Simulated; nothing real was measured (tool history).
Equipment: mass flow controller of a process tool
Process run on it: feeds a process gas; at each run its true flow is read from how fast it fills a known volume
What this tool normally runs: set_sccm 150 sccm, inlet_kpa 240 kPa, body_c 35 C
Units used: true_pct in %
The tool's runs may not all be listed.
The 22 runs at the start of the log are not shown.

Run 23, hour 3518.8: usual settings but set_sccm 371 sccm, body_c 33 C. Result: true_pct 98.62 %.
Run 24, hour 3687.9: usual settings but set_sccm 120 sccm, body_c 33 C. Result: true_pct 97.40 %.
Run 25, hour 3864.5: usual settings but set_sccm 472 sccm, inlet_kpa 217 kPa, body_c 33 C. Result: true_pct 99.14 %.
Run 26, hour 4016.8: usual settings but set_sccm 462 sccm, inlet_kpa 189 kPa, body_c 34 C. Result: true_pct 98.90 %.
Run 27, hour 4167.9: usual settings but set_sccm 462 sccm, inlet_kpa 189 kPa, body_c 34 C. Result: true_pct 98.94 %.
Run 28, hour 4347.9: usual settings but set_sccm 462 sccm, inlet_kpa 189 kPa, body_c 34 C. Result: true_pct 99.13 %.
Run 29, hour 4532.6: usual settings but set_sccm 462 sccm, inlet_kpa 189 kPa, body_c 34 C. Result: true_pct 99.04 %.
Run 30, hour 4647.0: usual settings but set_sccm 462 sccm, inlet_kpa 189 kPa, body_c 34 C. Result: true_pct 98.92 %.
Run 31, hour 4842.0: usual settings but set_sccm 462 sccm, inlet_kpa 189 kPa, body_c 34 C. Result: true_pct 98.93 %.
Run 32, hour 4948.4: usual settings but set_sccm 462 sccm, inlet_kpa 189 kPa, body_c 34 C. Result: true_pct 99.00 %.
Run 33, hour 5129.7: usual settings but set_sccm 397 sccm, inlet_kpa 252 kPa, body_c 36 C. Result: true_pct 98.35 %.
Run 34, hour 5246.4: usual settings but set_sccm 397 sccm, inlet_kpa 252 kPa, body_c 36 C. Result: true_pct 98.57 %.
Run 35, hour 5470.5: usual settings but set_sccm 397 sccm, inlet_kpa 252 kPa, body_c 36 C. Result: true_pct 98.54 %.
Run 36, hour 5694.2: usual settings but inlet_kpa 148 kPa, body_c 21 C. Result: true_pct 98.71 %.
Run 37, hour 5790.3: usual settings but inlet_kpa 148 kPa, body_c 21 C. Result: true_pct 98.71 %.
Run 38, hour 5925.8: usual settings but inlet_kpa 148 kPa, body_c 21 C. Result: true_pct 98.57 %.
Run 39, hour 6102.1: usual settings but set_sccm 389 sccm, inlet_kpa 193 kPa, body_c 23 C. Result: true_pct 99.67 %.
Run 40, hour 6305.3: usual settings but set_sccm 240 sccm, inlet_kpa 144 kPa, body_c 22 C. Result: true_pct 99.02 %.
Run 41, hour 6452.5: usual settings but set_sccm 240 sccm, inlet_kpa 144 kPa, body_c 22 C. Result: true_pct 99.13 %.
Run 42, hour 6554.2: usual settings but set_sccm 240 sccm, inlet_kpa 144 kPa, body_c 22 C. Result: true_pct 99.08 %.
Run 43, hour 6758.5: usual settings but set_sccm 146 sccm, inlet_kpa 170 kPa, body_c 33 C. Result: true_pct 97.59 %.
Run 44, hour 6904.4: usual settings but set_sccm 365 sccm, inlet_kpa 198 kPa, body_c 33 C. Result: true_pct 98.59 %.

Alternative continuations, all from the tool just after run 44; predict every row:
Run A, hour 7073.4: usual settings but set_sccm 91 sccm, inlet_kpa 207 kPa, body_c 32 C. Result: true_pct ?.
Run B, hour 7073.4: usual settings but set_sccm 102 sccm, body_c 26 C. Result: true_pct ?.
Run C, hour 7073.4: usual settings but set_sccm 486 sccm, inlet_kpa 262 kPa, body_c 21 C. Result: true_pct ?.
Run D, hour 7073.4: usual settings but inlet_kpa 162 kPa, body_c 23 C. Result: true_pct ?.
Run E, hour 7073.4: usual settings but set_sccm 63 sccm, inlet_kpa 151 kPa, body_c 21 C. Result: true_pct ?.

run  true_pct
  A     97.27
  B     97.76
  C    100.21
  D     98.51
  E     98.25
With the hidden condition removed and each run's random variation left untouched, the same runs would have given:
run  true_pct
  A     97.25
  B     97.75
  C    100.21
  D     98.50
  E     98.23
